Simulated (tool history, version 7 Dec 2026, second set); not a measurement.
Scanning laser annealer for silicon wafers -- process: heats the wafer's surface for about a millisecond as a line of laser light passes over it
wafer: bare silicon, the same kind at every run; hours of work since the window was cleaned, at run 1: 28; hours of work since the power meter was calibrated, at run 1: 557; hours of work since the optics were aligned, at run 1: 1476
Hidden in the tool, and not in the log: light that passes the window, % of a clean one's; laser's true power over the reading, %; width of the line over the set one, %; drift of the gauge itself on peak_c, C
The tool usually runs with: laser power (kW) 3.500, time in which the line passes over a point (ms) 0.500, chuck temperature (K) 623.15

| run | hour | laser power (kW) | time in which the line passes over a point (ms) | chuck temperature (K) | hours of work since the window was cleaned | hours of work since the power meter was calibrated | hours of work since the optics were aligned | highest temperature of the surface (K) |
|---|---|---|---|---|---|---|---|---|
| 1 | 0.0 | 3.500 | 0.500 | 623.15 | 28 | 557 | 1476 | 1304.15 |
|  | 15.6 | optics aligned, line set to its width |
| 2 | 34.5 | 3.500 | 0.500 | 623.15 | 48 | 577 | 12 | 1321.15 |
| 3 | 76.5 | 3.500 | 0.500 | 623.15 | 76 | 605 | 40 | 1317.15 |
| 4 | 116.5 | 3.500 | 0.500 | 623.15 | 102 | 631 | 67 | 1315.15 |
| 5 | 159.1 | 3.500 | 0.500 | 623.15 | 131 | 659 | 95 | 1311.15 |
| 6 | 182.0 | 3.500 | 0.616 | 623.15 | 146 | 675 | 110 | 1386.15 |
| 7 | 206.0 | 3.500 | 0.616 | 623.15 | 162 | 691 | 126 | 1382.15 |
| 8 | 243.0 | 3.500 | 0.616 | 623.15 | 186 | 715 | 151 | 1380.15 |
| 9 | 284.2 | 3.500 | 0.500 | 646.15 | 214 | 742 | 178 | 1330.15 |
| 10 | 326.3 | 3.500 | 0.500 | 613.15 | 241 | 770 | 206 | 1295.15 |
| 11 | 362.8 | 3.521 | 0.500 | 623.15 | 266 | 795 | 230 | 1310.15 |
| 12 | 390.1 | 3.521 | 0.500 | 623.15 | 284 | 813 | 248 | 1307.15 |
| 13 | 421.9 | 3.500 | 0.500 | 623.15 | 305 | 834 | 269 | 1298.15 |
| 14 | 457.7 | 3.500 | 0.500 | 623.15 | 329 | 857 | 293 | 1298.15 |
| 15 | 497.9 | 3.777 | 0.500 | 623.15 | 355 | 884 | 320 | 1355.15 |
| 16 | 518.3 | 3.777 | 0.500 | 623.15 | 369 | 898 | 333 | 1347.15 |
| 17 | 550.6 | 3.777 | 0.500 | 623.15 | 390 | 919 | 355 | 1350.15 |
| 18 | 576.6 | 3.777 | 0.500 | 623.15 | 407 | 936 | 372 | 1352.15 |
| 19 | 599.9 | 3.500 | 0.500 | 623.15 | 423 | 952 | 387 | 1289.15 |
| 20 | 633.1 | 3.500 | 0.500 | 623.15 | 445 | 974 | 409 | 1293.15 |
| 21 | 675.6 | 3.500 | 0.500 | 623.15 | 473 | 1002 | 438 | 1287.15 |
| 22 | 701.8 | 3.687 | 0.372 | 611.15 | 490 | 1019 | 455 | 1220.15 |
| 23 | 736.2 | 3.307 | 0.500 | 623.15 | 513 | 1042 | 478 | 1248.15 |
| 24 | 759.7 | 3.307 | 0.500 | 623.15 | 529 | 1058 | 493 | 1249.15 |
| 25 | 783.9 | 3.500 | 0.416 | 653.15 | 545 | 1074 | 509 | 1261.15 |
| 26 | 825.4 | 3.500 | 0.418 | 653.15 | 572 | 1101 | 537 | 1258.15 |
|  | 830.5 | window over the wafer cleaned |
| 27 | 866.1 | 3.500 | 0.418 | 653.15 | 24 | 1127 | 563 | 1286.15 |
| 28 | 913.5 | 3.201 | 0.500 | 623.15 | 55 | 1158 | 594 | 1247.15 |
| 29 | 947.6 | 3.272 | 0.500 | 648.15 | 78 | 1181 | 617 | 1289.15 |
| 30 | 981.5 | 3.500 | 0.381 | 595.15 | 100 | 1203 | 639 | 1199.15 |
| 31 | 1020.8 | 3.500 | 0.381 | 595.15 | 126 | 1229 | 665 | 1199.15 |
| 32 | 1059.0 | 3.382 | 0.500 | 623.15 | 152 | 1255 | 690 | 1277.15 |
| 33 | 1086.4 | 3.382 | 0.500 | 623.15 | 170 | 1273 | 709 | 1279.15 |
| 34 | 1123.4 | 3.382 | 0.500 | 623.15 | 194 | 1298 | 733 | 1278.15 |
| 35 | 1165.3 | 3.733 | 0.583 | 634.15 | 222 | 1325 | 761 | 1412.15 |
| 36 | 1194.0 | 3.405 | 0.449 | 621.15 | 241 | 1344 | 780 | 1242.15 |
| 37 | 1217.2 | 3.576 | 0.417 | 623.15 | 256 | 1360 | 795 | 1253.15 |
| 38 | 1252.6 | 3.500 | 0.444 | 600.15 | 280 | 1383 | 819 | 1235.15 |
| 39 | 1283.8 | 3.500 | 0.444 | 600.15 | 301 | 1404 | 840 | 1230.15 |
| 40 | 1316.8 | 3.149 | 0.558 | 623.15 | 322 | 1426 | 861 | 1253.15 |
| 41 | 1357.7 | 3.434 | 0.446 | 623.15 | 350 | 1453 | 889 | 1241.15 |
| 42 | 1403.8 | 3.252 | 0.356 | 623.15 | 380 | 1483 | 919 | 1148.15 |

Here are 3 independent what-if runs from the current tool condition. What would each one return?
| A | 1433.3 | 3.062 | 0.500 | 623.15 | 400 | 1503 | 939 | ? |
| B | 1433.3 | 3.252 | 0.380 | 635.15 | 400 | 1503 | 939 | ? |
| C | 1433.3 | 3.414 | 0.500 | 623.15 | 400 | 1503 | 939 | ? |

| run | highest temperature of the surface (K) |
|---|---|
| A | 1199.15 |
| B | 1175.15 |
| C | 1270.15 |
With no hidden state in the tool, these same runs would have given:
| run | highest temperature of the surface (K) |
|---|---|
| A | 1234.15 |
| B | 1207.15 |
| C | 1309.15 |

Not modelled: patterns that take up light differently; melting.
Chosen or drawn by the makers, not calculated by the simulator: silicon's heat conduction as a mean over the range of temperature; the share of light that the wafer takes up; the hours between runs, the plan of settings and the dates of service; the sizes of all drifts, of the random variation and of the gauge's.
